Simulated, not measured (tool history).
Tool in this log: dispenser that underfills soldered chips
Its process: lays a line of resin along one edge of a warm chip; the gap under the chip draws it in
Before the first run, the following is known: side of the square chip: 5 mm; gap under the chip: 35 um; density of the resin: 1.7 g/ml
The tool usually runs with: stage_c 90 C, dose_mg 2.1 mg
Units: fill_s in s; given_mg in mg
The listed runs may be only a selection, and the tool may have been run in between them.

run 1 hour=0 | stage_c=90 dose_mg=2.1 | fill_s=20.1 given_mg=1.891
run 2 hour=3.1 | stage_c=90 dose_mg=2.1 | fill_s=23.6 given_mg=1.901
run 3 hour=5.8 | stage_c=90 dose_mg=2.1 | fill_s=25.9 given_mg=1.894
-- hour=7.2 new syringe of resin
run 4 hour=9.5 | stage_c=90 dose_mg=2.1 | fill_s=20.4 given_mg=1.89
-- hour=12.8 dispensing valve cleaned and set on the balance
run 5 hour=13.9 | stage_c=90 dose_mg=2.1 | fill_s=22.8 given_mg=2.095
run 6 hour=16.6 | stage_c=85 dose_mg=2.55 | fill_s=28.8 given_mg=2.541
-- hour=17.9 new syringe of resin
run 7 hour=19.2 | stage_c=85 dose_mg=2.55 | fill_s=21.4 given_mg=2.549
run 8 hour=22.2 | stage_c=90 dose_mg=2.38 | fill_s=20.5 given_mg=2.362
run 9 hour=26.6 | stage_c=79 dose_mg=2.22 | fill_s=36.7 given_mg=2.188
-- hour=27.8 new syringe of resin
run 10 hour=29 | stage_c=103 dose_mg=2.43 | fill_s=12.2 given_mg=2.399

3 options for the next run, each taken on its own from the tool as it stands now. Forecast them:
run A hour=31.4 | stage_c=99 dose_mg=1.98 | fill_s=? given_mg=?
run B hour=31.4 | stage_c=79 dose_mg=2.62 | fill_s=? given_mg=?
run C hour=31.4 | stage_c=76 dose_mg=1.83 | fill_s=? given_mg=?

run=A fill_s=15.1 given_mg=1.962
run=B fill_s=29.1 given_mg=2.587
run=C fill_s=34.5 given_mg=1.789
What these runs would have given with no unlogged condition in the tool:
run=A fill_s=13.2 given_mg=1.988
run=B fill_s=25.6 given_mg=2.621
run=C fill_s=30.3 given_mg=1.813
